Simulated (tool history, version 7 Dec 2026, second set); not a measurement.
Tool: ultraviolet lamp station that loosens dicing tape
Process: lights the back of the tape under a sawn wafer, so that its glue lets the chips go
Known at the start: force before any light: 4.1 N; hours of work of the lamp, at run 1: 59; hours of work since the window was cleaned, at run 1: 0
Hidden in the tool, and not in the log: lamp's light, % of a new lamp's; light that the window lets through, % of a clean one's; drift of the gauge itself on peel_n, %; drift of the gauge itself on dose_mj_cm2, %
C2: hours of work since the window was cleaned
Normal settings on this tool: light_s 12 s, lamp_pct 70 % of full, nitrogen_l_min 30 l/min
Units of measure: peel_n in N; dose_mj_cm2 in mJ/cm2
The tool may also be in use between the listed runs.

{"run": 1, "hour": 0.0, "light_s": 12, "lamp_pct": 70, "nitrogen_l_min": 30, "hours of work of the lamp": 59, "C2": 0, "peel_n": 0.414, "dose_mj_cm2": 468}
{"run": 2, "hour": 40.9, "light_s": 12, "lamp_pct": 70, "nitrogen_l_min": 30, "hours of work of the lamp": 91, "C2": 32, "peel_n": 0.416, "dose_mj_cm2": 455}
{"run": 3, "hour": 103.8, "light_s": 12, "lamp_pct": 70, "nitrogen_l_min": 30, "hours of work of the lamp": 139, "C2": 81, "peel_n": 0.475, "dose_mj_cm2": 441}
{"run": 4, "hour": 142.8, "light_s": 12, "lamp_pct": 70, "nitrogen_l_min": 30, "hours of work of the lamp": 170, "C2": 111, "peel_n": 0.476, "dose_mj_cm2": 429}
{"run": 5, "hour": 190.1, "light_s": 10, "lamp_pct": 70, "nitrogen_l_min": 30, "hours of work of the lamp": 206, "C2": 148, "peel_n": 0.691, "dose_mj_cm2": 350}
{"run": 6, "hour": 239.4, "light_s": 10, "lamp_pct": 70, "nitrogen_l_min": 30, "hours of work of the lamp": 245, "C2": 186, "peel_n": 0.698, "dose_mj_cm2": 340}
{"hour": 264.5, "done": "window cleaned of glue's vapour"}
{"run": 7, "hour": 295.2, "light_s": 10, "lamp_pct": 70, "nitrogen_l_min": 30, "hours of work of the lamp": 288, "C2": 24, "peel_n": 0.792, "dose_mj_cm2": 324}
{"run": 8, "hour": 339.2, "light_s": 12, "lamp_pct": 70, "nitrogen_l_min": 30, "hours of work of the lamp": 322, "C2": 58, "peel_n": 0.614, "dose_mj_cm2": 380}
{"hour": 387.6, "done": "window cleaned of glue's vapour, once more"}
{"run": 9, "hour": 387.6, "light_s": 12, "lamp_pct": 70, "nitrogen_l_min": 30, "hours of work of the lamp": 359, "C2": 0, "peel_n": 0.462, "dose_mj_cm2": 429}
{"run": 10, "hour": 420.0, "light_s": 12, "lamp_pct": 70, "nitrogen_l_min": 30, "hours of work of the lamp": 384, "C2": 25, "peel_n": 0.523, "dose_mj_cm2": 428}
{"run": 11, "hour": 478.3, "light_s": 23, "lamp_pct": 73, "nitrogen_l_min": 30, "hours of work of the lamp": 430, "C2": 70, "peel_n": 0.14, "dose_mj_cm2": 831}
{"run": 12, "hour": 534.0, "light_s": 23, "lamp_pct": 73, "nitrogen_l_min": 30, "hours of work of the lamp": 473, "C2": 114, "peel_n": 0.146, "dose_mj_cm2": 798}
{"run": 13, "hour": 597.7, "light_s": 19, "lamp_pct": 73, "nitrogen_l_min": 39, "hours of work of the lamp": 522, "C2": 163, "peel_n": 0.18, "dose_mj_cm2": 639}
{"run": 14, "hour": 634.5, "light_s": 7, "lamp_pct": 73, "nitrogen_l_min": 39, "hours of work of the lamp": 551, "C2": 192, "peel_n": 1.094, "dose_mj_cm2": 231}
{"hour": 648.9, "done": "window cleaned of glue's vapour"}
{"run": 15, "hour": 685.6, "light_s": 9, "lamp_pct": 77, "nitrogen_l_min": 15, "hours of work of the lamp": 590, "C2": 29, "peel_n": 1.118, "dose_mj_cm2": 332}
{"run": 16, "hour": 718.9, "light_s": 19, "lamp_pct": 70, "nitrogen_l_min": 10, "hours of work of the lamp": 616, "C2": 54, "peel_n": 0.556, "dose_mj_cm2": 624}
{"run": 17, "hour": 793.4, "light_s": 19, "lamp_pct": 70, "nitrogen_l_min": 10, "hours of work of the lamp": 674, "C2": 112, "peel_n": 0.608, "dose_mj_cm2": 608}
{"run": 18, "hour": 868.3, "light_s": 12, "lamp_pct": 70, "nitrogen_l_min": 45, "hours of work of the lamp": 732, "C2": 170, "peel_n": 0.492, "dose_mj_cm2": 368}

5 ways to go on from here, each from the tool as it stands after run 18. What would each give?
{"hour": 909.1, "done": "window cleaned of glue's vapour"}
{"run": "A", "hour": 925.9, "light_s": 22, "lamp_pct": 62, "nitrogen_l_min": 28, "hours of work of the lamp": 777, "C2": 13, "peel_n": "?", "dose_mj_cm2": "?"}
{"hour": 909.1, "done": "window cleaned of glue's vapour"}
{"run": "B", "hour": 925.9, "light_s": 17, "lamp_pct": 61, "nitrogen_l_min": 30, "hours of work of the lamp": 777, "C2": 13, "peel_n": "?", "dose_mj_cm2": "?"}
{"hour": 909.1, "done": "window cleaned of glue's vapour"}
{"run": "C", "hour": 925.9, "light_s": 12, "lamp_pct": 70, "nitrogen_l_min": 16, "hours of work of the lamp": 777, "C2": 13, "peel_n": "?", "dose_mj_cm2": "?"}
{"hour": 909.1, "done": "window cleaned of glue's vapour"}
{"run": "D", "hour": 925.9, "light_s": 12, "lamp_pct": 84, "nitrogen_l_min": 52, "hours of work of the lamp": 777, "C2": 13, "peel_n": "?", "dose_mj_cm2": "?"}
{"hour": 909.1, "done": "window cleaned of glue's vapour"}
{"run": "E", "hour": 925.9, "light_s": 6, "lamp_pct": 76, "nitrogen_l_min": 40, "hours of work of the lamp": 777, "C2": 13, "peel_n": "?", "dose_mj_cm2": "?"}

run=A peel_n=0.249 dose_mj_cm2=618
run=B peel_n=0.398 dose_mj_cm2=467
run=C peel_n=0.918 dose_mj_cm2=384
run=D peel_n=0.289 dose_mj_cm2=459
run=E peel_n=1.194 dose_mj_cm2=210
The same runs, with their run-to-run variation unchanged, on a tool lacking any hidden condition would have given:
run=A peel_n=0.168 dose_mj_cm2=762
run=B peel_n=0.260 dose_mj_cm2=576
run=C peel_n=0.664 dose_mj_cm2=472
run=D peel_n=0.190 dose_mj_cm2=566
run=E peel_n=0.913 dose_mj_cm2=259
